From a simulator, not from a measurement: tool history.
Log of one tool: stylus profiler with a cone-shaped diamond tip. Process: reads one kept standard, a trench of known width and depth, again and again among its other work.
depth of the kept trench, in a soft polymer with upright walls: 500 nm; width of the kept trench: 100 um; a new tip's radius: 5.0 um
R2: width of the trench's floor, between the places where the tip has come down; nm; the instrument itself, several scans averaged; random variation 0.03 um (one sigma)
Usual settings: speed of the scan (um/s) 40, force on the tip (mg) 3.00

run 1 day=0.000 | speed_of_the_scan_(um/s)=40 force_on_the_tip_(mg)=3.00 | depth_of_the_trench_(Å)=5060.9 R2=95320
run 2 day=0.908 | speed_of_the_scan_(um/s)=40 force_on_the_tip_(mg)=3.00 | depth_of_the_trench_(Å)=5061.7 R2=95350
run 3 day=1.996 | speed_of_the_scan_(um/s)=40 force_on_the_tip_(mg)=3.00 | depth_of_the_trench_(Å)=5062.7 R2=95290
run 4 day=2.808 | speed_of_the_scan_(um/s)=40 force_on_the_tip_(mg)=3.00 | depth_of_the_trench_(Å)=5064.8 R2=95220
run 5 day=3.533 | speed_of_the_scan_(um/s)=40 force_on_the_tip_(mg)=3.00 | depth_of_the_trench_(Å)=5062.1 R2=95240
run 6 day=4.800 | speed_of_the_scan_(um/s)=40 force_on_the_tip_(mg)=3.00 | depth_of_the_trench_(Å)=5063.1 R2=95170
run 7 day=5.438 | speed_of_the_scan_(um/s)=40 force_on_the_tip_(mg)=7.25 | depth_of_the_trench_(Å)=5111.9 R2=95180
run 8 day=6.129 | speed_of_the_scan_(um/s)=40 force_on_the_tip_(mg)=6.64 | depth_of_the_trench_(Å)=5104.3 R2=95120
run 9 day=7.296 | speed_of_the_scan_(um/s)=40 force_on_the_tip_(mg)=6.64 | depth_of_the_trench_(Å)=5102.9 R2=95150
run 10 day=8.067 | speed_of_the_scan_(um/s)=40 force_on_the_tip_(mg)=6.64 | depth_of_the_trench_(Å)=5102.8 R2=95080
run 11 day=9.146 | speed_of_the_scan_(um/s)=43 force_on_the_tip_(mg)=5.81 | depth_of_the_trench_(Å)=5097.3 R2=95070
run 12 day=9.842 | speed_of_the_scan_(um/s)=43 force_on_the_tip_(mg)=4.36 | depth_of_the_trench_(Å)=5080.8 R2=95100
run 13 day=10.850 | speed_of_the_scan_(um/s)=12 force_on_the_tip_(mg)=6.68 | depth_of_the_trench_(Å)=5106.4 R2=95090
run 14 day=11.929 | speed_of_the_scan_(um/s)=12 force_on_the_tip_(mg)=6.68 | depth_of_the_trench_(Å)=5104.6 R2=95020
run 15 day=13.092 | speed_of_the_scan_(um/s)=12 force_on_the_tip_(mg)=6.68 | depth_of_the_trench_(Å)=5106.6 R2=94990
run 16 day=14.021 | speed_of_the_scan_(um/s)=40 force_on_the_tip_(mg)=3.11 | depth_of_the_trench_(Å)=5068.0 R2=94900
run 17 day=14.588 | speed_of_the_scan_(um/s)=18 force_on_the_tip_(mg)=3.00 | depth_of_the_trench_(Å)=5065.3 R2=94960

Measured less the same run without the tool's hidden state. The same run-to-run variation is in both; the gauge's scatter may not be:
The hidden state here: radius of the tip, um; height scale over the true one, %; drift of the gauge itself on depth_nm, %; drift of the gauge itself on floor_um, %.
run=1 depth_of_the_trench_(Å)=+2.6 R2=-240
run=2 depth_of_the_trench_(Å)=+2.8 R2=-270
run=3 depth_of_the_trench_(Å)=+3.2 R2=-300
run=4 depth_of_the_trench_(Å)=+3.3 R2=-320
run=5 depth_of_the_trench_(Å)=+3.6 R2=-350
run=6 depth_of_the_trench_(Å)=+4.0 R2=-390
run=7 depth_of_the_trench_(Å)=+4.1 R2=-410
run=8 depth_of_the_trench_(Å)=+4.4 R2=-440
run=9 depth_of_the_trench_(Å)=+4.7 R2=-470
run=10 depth_of_the_trench_(Å)=+4.9 R2=-490
run=11 depth_of_the_trench_(Å)=+5.2 R2=-520
run=12 depth_of_the_trench_(Å)=+5.5 R2=-540
run=13 depth_of_the_trench_(Å)=+5.7 R2=-570
run=14 depth_of_the_trench_(Å)=+6.0 R2=-610
run=15 depth_of_the_trench_(Å)=+6.4 R2=-640
run=16 depth_of_the_trench_(Å)=+6.6 R2=-660
run=17 depth_of_the_trench_(Å)=+6.7 R2=-690

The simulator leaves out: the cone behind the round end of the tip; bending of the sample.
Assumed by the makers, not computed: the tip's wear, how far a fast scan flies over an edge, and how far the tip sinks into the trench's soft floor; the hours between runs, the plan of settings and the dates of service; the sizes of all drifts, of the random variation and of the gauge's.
